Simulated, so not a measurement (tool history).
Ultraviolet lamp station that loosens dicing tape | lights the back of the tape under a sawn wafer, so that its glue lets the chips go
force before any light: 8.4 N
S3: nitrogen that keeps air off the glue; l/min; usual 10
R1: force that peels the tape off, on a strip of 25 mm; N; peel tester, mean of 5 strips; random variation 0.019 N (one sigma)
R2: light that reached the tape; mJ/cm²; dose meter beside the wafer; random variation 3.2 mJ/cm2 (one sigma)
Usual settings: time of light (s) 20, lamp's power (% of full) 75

Run 1, day 0: usual settings. Result: R1 1.154 N, R2 435 mJ/cm².
Run 2, day 0.525: usual settings. Result: R1 1.145 N, R2 433 mJ/cm².
Run 3, day 1.1: usual settings. Result: R1 1.171 N, R2 430 mJ/cm².
Run 4, day 1.792: usual settings. Result: R1 1.206 N, R2 431 mJ/cm².
Run 5, day 2.246: usual settings. Result: R1 1.199 N, R2 429 mJ/cm².
Run 6, day 2.725: usual settings. Result: R1 1.239 N, R2 428 mJ/cm².
Run 7, day 3.092: usual settings. Result: R1 1.208 N, R2 427 mJ/cm².
Run 8, day 3.483: usual settings. Result: R1 1.245 N, R2 428 mJ/cm².
Run 9, day 3.938: usual settings. Result: R1 1.221 N, R2 430 mJ/cm².
Run 10, day 4.421: usual settings but lamp's power (% of full) 66. Result: R1 1.509 N, R2 378 mJ/cm².
Run 11, day 4.888: usual settings but time of light (s) 38, lamp's power (% of full) 66. Result: R1 0.469 N, R2 710 mJ/cm².
Run 12, day 5.396: usual settings but time of light (s) 38, lamp's power (% of full) 66. Result: R1 0.456 N, R2 709 mJ/cm².
Run 13, day 6.05: usual settings. Result: R1 1.255 N, R2 420 mJ/cm².
Run 14, day 6.525: usual settings. Result: R1 1.26 N, R2 419 mJ/cm².
Run 15, day 6.992: usual settings. Result: R1 1.237 N, R2 419 mJ/cm².
Run 16, day 7.525: usual settings. Result: R1 1.242 N, R2 417 mJ/cm².
Run 17, day 7.929: usual settings. Result: R1 1.219 N, R2 419 mJ/cm².
Run 18, day 8.583: usual settings. Result: R1 1.214 N, R2 415 mJ/cm².
Run 19, day 8.946: usual settings. Result: R1 1.232 N, R2 414 mJ/cm².
Run 20, day 9.371: usual settings but time of light (s) 10, lamp's power (% of full) 97. Result: R1 2.344 N, R2 268 mJ/cm².
Run 21, day 9.725: usual settings but lamp's power (% of full) 85. Result: R1 1.036 N, R2 467 mJ/cm².
Run 22, day 10.308: usual settings but time of light (s) 22, lamp's power (% of full) 70, S3 7 l/min. Result: R1 1.558 N, R2 421 mJ/cm².
Run 23, day 11.054: usual settings but time of light (s) 22, lamp's power (% of full) 70, S3 7 l/min. Result: R1 1.57 N, R2 418 mJ/cm².
Run 24, day 11.717: usual settings but time of light (s) 28, S3 3 l/min. Result: R1 1.679 N, R2 570 mJ/cm².
Run 25, day 12.058: usual settings but time of light (s) 28, S3 3 l/min. Result: R1 1.724 N, R2 572 mJ/cm².
Run 26, day 12.796: usual settings but time of light (s) 26, lamp's power (% of full) 60, S3 3 l/min. Result: R1 2.625 N, R2 422 mJ/cm².
Run 27, day 13.229: usual settings but S3 3 l/min. Result: R1 2.741 N, R2 407 mJ/cm².
Run 28, day 13.617: usual settings but time of light (s) 22, lamp's power (% of full) 78, S3 8 l/min. Result: R1 1.221 N, R2 464 mJ/cm².
Run 29, day 13.946: usual settings but time of light (s) 19. Result: R1 1.407 N, R2 383 mJ/cm².
Run 30, day 14.6: usual settings but time of light (s) 19. Result: R1 1.427 N, R2 381 mJ/cm².
Run 31, day 15.042: usual settings but time of light (s) 22, lamp's power (% of full) 62, S3 11 l/min. Result: R1 1.471 N, R2 362 mJ/cm².
Run 32, day 15.529: usual settings but time of light (s) 26, lamp's power (% of full) 62, S3 11 l/min. Result: R1 1.137 N, R2 433 mJ/cm².
Run 33, day 16: usual settings but time of light (s) 37. Result: R1 0.435 N, R2 732 mJ/cm².
Run 34, day 16.383: usual settings but S3 7 l/min. Result: R1 1.677 N, R2 399 mJ/cm².
Run 35, day 16.975: usual settings but time of light (s) 19, lamp's power (% of full) 86, S3 19 l/min. Result: R1 0.754 N, R2 429 mJ/cm².
Run 36, day 17.496: usual settings but time of light (s) 19, lamp's power (% of full) 86, S3 19 l/min. Result: R1 0.748 N, R2 434 mJ/cm².
Run 37, day 17.825: usual settings but time of light (s) 11, lamp's power (% of full) 71. Result: R1 3.222 N, R2 204 mJ/cm².

Some steps in R1 between neighbouring runs. How much of each would the tool show without its hidden state too (settings, what came in, random variation), and how much is left for the hidden state, with any gauge scatter that isn't in both results?
The hidden state here: lamp's light, % of a new lamp's; light that the window lets through, % of a clean one's; drift of the gauge itself on peel_n, %; drift of the gauge itself on dose_mj_cm2, %.
Run 20 -> 21: time of light (s) 10 -> 20, lamp's power (% of full) 97 -> 85. R1 -1.308 N: hidden state -0.189, all else -1.119.
Run 27 -> 28: time of light (s) 20 -> 22, lamp's power (% of full) 75 -> 78, S3 3 -> 8. R1 -1.52 N: hidden state -0.208, all else -1.312.
Run 32 -> 33: time of light (s) 26 -> 37, lamp's power (% of full) 62 -> 75, S3 11 -> 10. R1 -0.702 N: hidden state -0.253, all else -0.449.
Run 33 -> 34: time of light (s) 37 -> 20, S3 10 -> 7. R1 +1.242 N: hidden state +0.375, all else +0.867.
Run 36 -> 37: time of light (s) 19 -> 11, lamp's power (% of full) 86 -> 71, S3 19 -> 10. R1 +2.474 N: hidden state +0.423, all else +2.051.
